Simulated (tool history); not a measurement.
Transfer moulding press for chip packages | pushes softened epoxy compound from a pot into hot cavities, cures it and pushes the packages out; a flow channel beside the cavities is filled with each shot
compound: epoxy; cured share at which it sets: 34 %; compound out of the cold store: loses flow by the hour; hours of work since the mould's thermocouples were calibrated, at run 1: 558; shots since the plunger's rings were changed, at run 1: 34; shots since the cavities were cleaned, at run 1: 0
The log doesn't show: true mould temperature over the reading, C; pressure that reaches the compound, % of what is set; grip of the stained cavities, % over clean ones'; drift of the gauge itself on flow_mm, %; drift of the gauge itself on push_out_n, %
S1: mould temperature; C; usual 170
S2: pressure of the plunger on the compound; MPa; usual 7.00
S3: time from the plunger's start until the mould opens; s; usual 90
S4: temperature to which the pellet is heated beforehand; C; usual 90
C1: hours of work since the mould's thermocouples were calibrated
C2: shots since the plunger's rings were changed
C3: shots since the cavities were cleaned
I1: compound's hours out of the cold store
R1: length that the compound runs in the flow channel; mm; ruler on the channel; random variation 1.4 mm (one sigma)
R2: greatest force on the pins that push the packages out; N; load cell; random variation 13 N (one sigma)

run	hour	S1	S2	S3	S4	C1	C2	C3	I1	R1	R2
1	0.0	170	7.00	90	90	558	34	0	8.5	765	665
2	42.4	170	7.00	90	90	590	713	679	29.7	686	634
# hour 77.2: cavities cleaned with cleaning compound and waxed
3	88.7	170	7.00	90	90	624	1431	184	18.1	727	618
4	114.1	170	7.00	90	90	644	1838	591	19.3	724	634
5	136.0	170	7.00	90	90	661	2190	943	17.9	729	667
# hour 155.4: cavities cleaned with cleaning compound and waxed
# hour 171.9: plunger's sealing rings changed
6	188.1	171	7.00	90	90	698	260	484	16.7	733	601
# hour 232.1: cavities cleaned with cleaning compound and waxed
7	232.8	171	7.00	90	90	731	952	12	34.9	665	565
# hour 249.4: mould's thermocouples calibrated
8	259.2	171	7.00	90	90	8	1343	403	37.8	659	559
9	298.2	170	7.55	90	90	37	1968	1028	41.5	674	600
# hour 310.6: cavities cleaned with cleaning compound and waxed
10	330.3	170	7.55	90	90	61	2459	317	21.4	745	607
# hour 347.2: plunger's sealing rings changed
11	371.7	170	7.00	90	90	91	391	939	22.0	713	641
# hour 389.3: cavities cleaned with cleaning compound and waxed
12	399.9	170	7.00	90	90	111	819	169	26.5	700	624
13	429.1	170	7.00	90	90	133	1288	638	46.5	634	603
14	460.6	170	7.00	90	90	158	1793	1143	36.2	666	610
# hour 465.3: cavities cleaned with cleaning compound and waxed
15	483.6	170	7.00	90	90	174	2137	292	25.8	699	598
# hour 521.0: plunger's sealing rings changed
16	529.3	172	7.00	111	90	207	133	985	32.4	672	424
# hour 543.7: cavities cleaned with cleaning compound and waxed
17	563.4	170	7.00	112	99	232	656	316	40.0	650	425
18	594.1	170	7.00	112	99	256	1148	808	41.6	645	447
# hour 620.6: cavities cleaned with cleaning compound and waxed
19	626.4	174	5.65	76	90	279	1642	95	28.6	611	709
20	675.4	171	6.29	93	90	317	2426	879	35.7	629	557
# hour 695.7: plunger's sealing rings changed
# hour 697.2: cavities cleaned with cleaning compound and waxed
21	704.7	171	6.27	93	90	336	120	120	26.0	660	568
22	749.8	163	7.00	110	94	371	843	843	40.3	672	647
# hour 775.1: cavities cleaned with cleaning compound and waxed
23	788.5	172	7.00	89	94	399	1440	216	8.4	756	569
24	812.9	167	7.00	116	94	418	1831	607	47.5	635	455
# hour 851.2: cavities cleaned with cleaning compound and waxed
25	859.3	167	7.00	116	94	452	2549	129	42.6	653	480
# hour 872.3: plunger's sealing rings changed
26	898.1	177	8.53	93	90	480	414	711	17.3	785	444
# hour 930.0: cavities cleaned with cleaning compound and waxed
27	941.5	171	7.00	71	89	512	1087	185	24.3	703	1076

Forecast each of these 3 alternatives for the next run:
A	965.7	172	7.00	81	84	531	1474	572	40.5	?	?
B	965.7	169	7.00	71	89	531	1474	572	24.9	?	?
C	965.7	171	6.35	84	89	531	1474	572	27.9	?	?

run	R1	R2
A	648	694
B	709	1224
C	656	710
Without the tool's hidden state the same runs would have given:
run	R1	R2
A	648	688
B	709	1215
C	656	705

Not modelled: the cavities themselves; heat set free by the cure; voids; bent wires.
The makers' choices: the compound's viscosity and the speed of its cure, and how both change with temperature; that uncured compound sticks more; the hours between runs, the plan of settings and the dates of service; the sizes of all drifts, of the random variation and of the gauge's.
